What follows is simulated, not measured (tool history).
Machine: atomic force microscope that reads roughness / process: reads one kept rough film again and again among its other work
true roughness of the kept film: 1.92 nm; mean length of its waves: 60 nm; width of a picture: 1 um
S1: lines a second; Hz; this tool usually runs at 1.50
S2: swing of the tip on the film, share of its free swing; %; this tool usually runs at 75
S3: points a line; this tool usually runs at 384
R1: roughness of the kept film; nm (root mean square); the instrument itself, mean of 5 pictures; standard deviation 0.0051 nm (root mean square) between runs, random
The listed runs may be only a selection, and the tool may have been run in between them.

Run 1, hour 0.0: usual settings. Result: R1 1.739 nm (root mean square).
Run 2, hour 40.5: usual settings. Result: R1 1.733 nm (root mean square).
Run 3, hour 68.7: usual settings. Result: R1 1.719 nm (root mean square).
At hour 73.2: new tip fitted.
Run 4, hour 95.2: usual settings but S1 0.61 Hz. Result: R1 1.832 nm (root mean square).
Run 5, hour 134.3: usual settings but S1 0.61 Hz. Result: R1 1.821 nm (root mean square).
Run 6, hour 164.3: usual settings but S3 699. Result: R1 1.729 nm (root mean square).
At hour 211.1: new tip fitted.
Run 7, hour 212.8: usual settings but S2 87 %. Result: R1 1.669 nm (root mean square).
Run 8, hour 252.7: usual settings but S1 0.81 Hz, S2 67 %, S3 409. Result: R1 1.829 nm (root mean square).
Run 9, hour 275.9: usual settings but S1 0.81 Hz, S2 67 %, S3 409. Result: R1 1.825 nm (root mean square).
Run 10, hour 307.7: usual settings but S1 2.65 Hz, S2 68 %, S3 582. Result: R1 1.704 nm (root mean square).
At hour 310.9: height scale calibrated on a step standard.
Run 11, hour 335.8: usual settings but S1 2.65 Hz, S2 68 %, S3 292. Result: R1 1.694 nm (root mean square).
At hour 350.5: new tip fitted.
Run 12, hour 381.1: usual settings but S1 1.25 Hz, S2 88 %, S3 267. Result: R1 1.680 nm (root mean square).
Run 13, hour 408.3: usual settings but S1 0.71 Hz, S2 74 %, S3 319. Result: R1 1.815 nm (root mean square).
Run 14, hour 453.5: usual settings but S1 0.71 Hz, S2 74 %, S3 319. Result: R1 1.805 nm (root mean square).

Consider 3 possible next runs. They are alternatives, not a sequence: every one starts from the tool as it was left by run 14. What does each give?
Run A, hour 473.6: usual settings but S1 1.97 Hz, S2 66 %, S3 764. Result: R1 ?.
Run B, hour 473.6: usual settings but S3 488. Result: R1 ?.
Run C, hour 473.6: usual settings but S1 1.18 Hz, S3 810. Result: R1 ?.

run     R1
  A  1.758
  B  1.722
  C  1.752
What these runs would have given with no unlogged condition in the tool:
run     R1
  A  1.801
  B  1.764
  C  1.795

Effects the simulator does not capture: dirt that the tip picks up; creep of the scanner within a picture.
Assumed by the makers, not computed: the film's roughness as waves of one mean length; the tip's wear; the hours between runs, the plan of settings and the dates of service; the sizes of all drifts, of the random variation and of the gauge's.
